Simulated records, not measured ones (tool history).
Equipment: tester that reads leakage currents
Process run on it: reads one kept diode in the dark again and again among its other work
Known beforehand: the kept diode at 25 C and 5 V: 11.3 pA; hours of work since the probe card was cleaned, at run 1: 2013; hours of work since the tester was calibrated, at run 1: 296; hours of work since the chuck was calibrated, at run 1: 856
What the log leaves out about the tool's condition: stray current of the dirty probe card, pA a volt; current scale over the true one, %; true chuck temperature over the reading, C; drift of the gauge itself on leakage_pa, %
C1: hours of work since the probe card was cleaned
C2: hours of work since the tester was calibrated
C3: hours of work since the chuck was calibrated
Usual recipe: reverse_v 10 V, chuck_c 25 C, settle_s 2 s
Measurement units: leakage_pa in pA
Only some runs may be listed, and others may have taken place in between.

{"run": 1, "hour": 0.0, "reverse_v": 10, "chuck_c": 25, "settle_s": 2, "C1": 2013, "C2": 296, "C3": 856, "leakage_pa": 17.62}
{"run": 2, "hour": 19.0, "reverse_v": 10, "chuck_c": 25, "settle_s": 2, "C1": 2027, "C2": 310, "C3": 870, "leakage_pa": 17.5}
{"run": 3, "hour": 52.7, "reverse_v": 10, "chuck_c": 25, "settle_s": 2, "C1": 2052, "C2": 335, "C3": 895, "leakage_pa": 17.62}
{"run": 4, "hour": 80.6, "reverse_v": 10, "chuck_c": 57, "settle_s": 2, "C1": 2073, "C2": 356, "C3": 916, "leakage_pa": 195.5}
{"run": 5, "hour": 106.5, "reverse_v": 10, "chuck_c": 25, "settle_s": 2, "C1": 2092, "C2": 375, "C3": 935, "leakage_pa": 17.52}
{"run": 6, "hour": 130.0, "reverse_v": 10, "chuck_c": 25, "settle_s": 2, "C1": 2110, "C2": 392, "C3": 953, "leakage_pa": 17.59}
{"run": 7, "hour": 149.2, "reverse_v": 10, "chuck_c": 25, "settle_s": 2, "C1": 2124, "C2": 407, "C3": 967, "leakage_pa": 17.45}
{"run": 8, "hour": 173.9, "reverse_v": 10, "chuck_c": 25, "settle_s": 2, "C1": 2142, "C2": 425, "C3": 985, "leakage_pa": 17.65}
{"run": 9, "hour": 194.6, "reverse_v": 10, "chuck_c": 25, "settle_s": 2, "C1": 2158, "C2": 440, "C3": 1001, "leakage_pa": 17.55}
{"run": 10, "hour": 216.4, "reverse_v": 10, "chuck_c": 25, "settle_s": 2, "C1": 2174, "C2": 457, "C3": 1017, "leakage_pa": 17.57}
{"run": 11, "hour": 242.8, "reverse_v": 10, "chuck_c": 25, "settle_s": 2, "C1": 2194, "C2": 476, "C3": 1036, "leakage_pa": 17.51}
{"run": 12, "hour": 270.5, "reverse_v": 10, "chuck_c": 31, "settle_s": 2, "C1": 2214, "C2": 497, "C3": 1057, "leakage_pa": 28.5}
{"run": 13, "hour": 300.8, "reverse_v": 1.5, "chuck_c": 58, "settle_s": 2, "C1": 2237, "C2": 519, "C3": 1079, "leakage_pa": 70.17}
{"run": 14, "hour": 332.2, "reverse_v": 1.7, "chuck_c": 42, "settle_s": 2, "C1": 2260, "C2": 543, "C3": 1103, "leakage_pa": 23.89}
{"run": 15, "hour": 364.4, "reverse_v": 1.7, "chuck_c": 42, "settle_s": 2, "C1": 2284, "C2": 567, "C3": 1127, "leakage_pa": 23.92}
{"run": 16, "hour": 399.7, "reverse_v": 1.7, "chuck_c": 42, "settle_s": 2, "C1": 2310, "C2": 593, "C3": 1153, "leakage_pa": 23.92}
{"hour": 423.8, "done": "chuck's temperature calibrated"}
{"run": 17, "hour": 427.7, "reverse_v": 10, "chuck_c": 41, "settle_s": 2, "C1": 2329, "C2": 612, "C3": 3, "leakage_pa": 61.86}
{"run": 18, "hour": 448.8, "reverse_v": 14.9, "chuck_c": 22, "settle_s": 0.5, "C1": 2345, "C2": 628, "C3": 19, "leakage_pa": 19.22}
{"run": 19, "hour": 468.4, "reverse_v": 14.9, "chuck_c": 22, "settle_s": 0.5, "C1": 2360, "C2": 642, "C3": 33, "leakage_pa": 19.28}
{"run": 20, "hour": 491.5, "reverse_v": 10, "chuck_c": 23, "settle_s": 2, "C1": 2377, "C2": 659, "C3": 50, "leakage_pa": 14.86}
{"run": 21, "hour": 521.8, "reverse_v": 10, "chuck_c": 23, "settle_s": 2, "C1": 2399, "C2": 682, "C3": 73, "leakage_pa": 14.9}
{"hour": 537.5, "done": "probe card cleaned and baked"}
{"run": 22, "hour": 542.4, "reverse_v": 1.2, "chuck_c": 25, "settle_s": 1.07, "C1": 4, "C2": 695, "C3": 86, "leakage_pa": 5.1}
{"run": 23, "hour": 566.6, "reverse_v": 1.2, "chuck_c": 25, "settle_s": 1.07, "C1": 22, "C2": 713, "C3": 104, "leakage_pa": 5.09}

Alternative continuations, all from the tool just after run 23; predict every row:
{"run": "A", "hour": 581.5, "reverse_v": 1.9, "chuck_c": 33, "settle_s": 0.41, "C1": 33, "C2": 724, "C3": 115, "leakage_pa": "?"}
{"run": "B", "hour": 581.5, "reverse_v": 1.2, "chuck_c": 55, "settle_s": 1.07, "C1": 33, "C2": 724, "C3": 115, "leakage_pa": "?"}
{"run": "C", "hour": 581.5, "reverse_v": 1.2, "chuck_c": 54, "settle_s": 1.07, "C1": 33, "C2": 724, "C3": 115, "leakage_pa": "?"}

run=A leakage_pa=12.99
run=B leakage_pa=50.43
run=C leakage_pa=47.05
The same runs, with their run-to-run variation unchanged, on a tool lacking any hidden condition would have given:
run=A leakage_pa=12.99
run=B leakage_pa=50.43
run=C leakage_pa=47.05

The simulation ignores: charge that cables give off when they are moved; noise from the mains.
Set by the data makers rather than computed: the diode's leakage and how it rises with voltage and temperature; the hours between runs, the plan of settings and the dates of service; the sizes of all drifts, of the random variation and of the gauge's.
